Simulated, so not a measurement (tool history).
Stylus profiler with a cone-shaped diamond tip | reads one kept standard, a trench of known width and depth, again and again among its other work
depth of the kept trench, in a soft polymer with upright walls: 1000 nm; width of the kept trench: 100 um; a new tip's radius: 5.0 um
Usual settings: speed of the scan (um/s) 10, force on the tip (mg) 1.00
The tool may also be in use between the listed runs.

run	hour	speed of the scan (um/s)	force on the tip (mg)	depth of the trench (nm)	width of the trench's floor (µm)
1	0.0	10	1.00	1008.68	93.89
2	23.8	10	1.00	1008.32	93.85
3	43.3	10	1.00	1008.38	93.91
4	59.8	10	1.00	1008.89	93.90
5	69.9	10	1.19	1009.85	93.86
6	87.2	10	1.19	1009.93	93.85
7	100.1	10	1.19	1009.94	93.81
8	119.7	10	1.19	1010.03	93.84
9	140.1	10	1.19	1009.51	93.76
10	163.5	10	1.00	1008.39	93.78
11	183.2	10	1.00	1008.95	93.78
12	207.2	7	1.00	1008.38	93.87

Run 13 comes next. What will it give?
13	223.4	7	2.67	?	?

Run 13 gave depth of the trench (nm) 1016.96, width of the trench's floor (µm) 93.78.
Without the tool's hidden state the same run would have given depth of the trench (nm) 1017.35, width of the trench's floor (µm) 93.96.
